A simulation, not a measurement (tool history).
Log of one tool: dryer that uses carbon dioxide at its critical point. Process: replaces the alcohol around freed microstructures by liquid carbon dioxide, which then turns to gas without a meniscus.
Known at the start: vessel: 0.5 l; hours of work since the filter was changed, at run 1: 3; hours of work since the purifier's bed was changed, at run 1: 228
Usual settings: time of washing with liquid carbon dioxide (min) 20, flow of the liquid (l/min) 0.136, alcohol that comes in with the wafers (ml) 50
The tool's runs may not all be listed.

| run | hour | time of washing with liquid carbon dioxide (min) | flow of the liquid (l/min) | alcohol that comes in with the wafers (ml) | hours of work since the filter was changed | hours of work since the purifier's bed was changed | alcohol left in the vessel before it's heated (ppm by volume) |
|---|---|---|---|---|---|---|---|
| 1 | 0.0 | 20 | 0.136 | 50 | 3 | 228 | 1474 |
| 2 | 5.4 | 20 | 0.136 | 50 | 6 | 231 | 1449 |
| 3 | 11.0 | 20 | 0.136 | 23 | 9 | 234 | 681 |
| 4 | 16.5 | 17 | 0.136 | 23 | 12 | 237 | 1304 |
| 5 | 22.0 | 20 | 0.086 | 50 | 15 | 240 | 6465 |
| 6 | 32.0 | 20 | 0.086 | 50 | 20 | 246 | 6448 |
| 7 | 41.0 | 20 | 0.136 | 50 | 25 | 251 | 1553 |
| 8 | 49.2 | 20 | 0.105 | 50 | 30 | 255 | 3870 |
| 9 | 58.1 | 20 | 0.136 | 62 | 35 | 260 | 1925 |
| 10 | 64.2 | 20 | 0.136 | 48 | 38 | 264 | 1546 |
| 11 | 69.0 | 20 | 0.136 | 92 | 41 | 267 | 2802 |
| 12 | 79.3 | 20 | 0.136 | 92 | 47 | 272 | 2884 |
| 13 | 86.6 | 20 | 0.142 | 32 | 51 | 276 | 878 |
| 14 | 90.9 | 12 | 0.136 | 50 | 53 | 279 | 8255 |
| 15 | 96.6 | 15 | 0.182 | 60 | 56 | 282 | 2061 |

Forecast each of these 5 alternatives for the next run:
| A | 103.7 | 20 | 0.136 | 50 | 60 | 286 | ? |
| B | 103.7 | 13 | 0.094 | 50 | 60 | 286 | ? |
| C | 103.7 | 19 | 0.099 | 54 | 60 | 286 | ? |
| D | 103.7 | 14 | 0.088 | 24 | 60 | 286 | ? |
| E | 103.7 | 18 | 0.182 | 29 | 60 | 286 | ? |

| run | alcohol left in the vessel before it's heated (ppm by volume) |
|---|---|
| A | 1617 |
| B | 14824 |
| C | 6138 |
| D | 7381 |
| E | 472 |
Without the tool's hidden state the same runs would have given:
| run | alcohol left in the vessel before it's heated (ppm by volume) |
|---|---|
| A | 1375 |
| B | 13864 |
| C | 5526 |
| D | 6880 |
| E | 368 |
